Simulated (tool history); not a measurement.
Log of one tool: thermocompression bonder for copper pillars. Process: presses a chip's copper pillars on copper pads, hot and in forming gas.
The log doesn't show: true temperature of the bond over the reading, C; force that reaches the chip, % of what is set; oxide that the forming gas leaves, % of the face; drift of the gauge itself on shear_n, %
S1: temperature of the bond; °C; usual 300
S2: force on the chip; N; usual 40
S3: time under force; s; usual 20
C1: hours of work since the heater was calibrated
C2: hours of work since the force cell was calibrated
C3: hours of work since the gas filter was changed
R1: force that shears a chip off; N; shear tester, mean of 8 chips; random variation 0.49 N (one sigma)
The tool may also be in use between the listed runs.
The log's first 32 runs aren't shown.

Run 33, hour 312.5: usual settings but S1 293 °C, S2 44 N, S3 35 s; C1 43; C2 321; C3 14. Result: R1 42.9 N.
Run 34, hour 320.6: usual settings but S1 321 °C, S2 33 N; C1 46; C2 325; C3 17. Result: R1 42.4 N.
Run 35, hour 331.5: usual settings but S1 270 °C, S2 25 N, S3 38 s; C1 51; C2 329; C3 22. Result: R1 19.2 N.
Run 36, hour 341.1: usual settings but S1 307 °C, S3 43 s; C1 55; C2 333; C3 26. Result: R1 52.4 N.
Run 37, hour 347.1: usual settings but S1 292 °C, S2 27 N; C1 57; C2 335; C3 28. Result: R1 22.6 N.
Run 38, hour 357: usual settings but S1 292 °C, S2 27 N; C1 61; C2 340; C3 32. Result: R1 22.7 N.
Run 39, hour 365: usual settings but S2 58 N, S3 24 s; C1 65; C2 343; C3 36. Result: R1 48.8 N.
Run 40, hour 373.3: usual settings but S1 282 °C, S2 29 N, S3 24 s; C1 68; C2 346; C3 39. Result: R1 21.9 N.

Forecast each of these 4 alternatives for the next run:
Run A, hour 382.3: usual settings but S2 34 N; C1 72; C2 350; C3 43. Result: R1 ?.
Run B, hour 382.3: usual settings but S1 282 °C, S2 26 N, S3 12 s; C1 72; C2 350; C3 43. Result: R1 ?.
Run C, hour 382.3: usual settings but S1 321 °C, S2 29 N, S3 11 s; C1 72; C2 350; C3 43. Result: R1 ?.
Run D, hour 382.3: usual settings but S1 321 °C, S2 36 N, S3 30 s; C1 72; C2 350; C3 43. Result: R1 ?.

run    R1
  A  30.9
  B  15.1
  C  29.6
  D  50.9
Without the tool's hidden state the same runs would have given:
run    R1
  A  30.9
  B  15.1
  C  29.7
  D  51.1
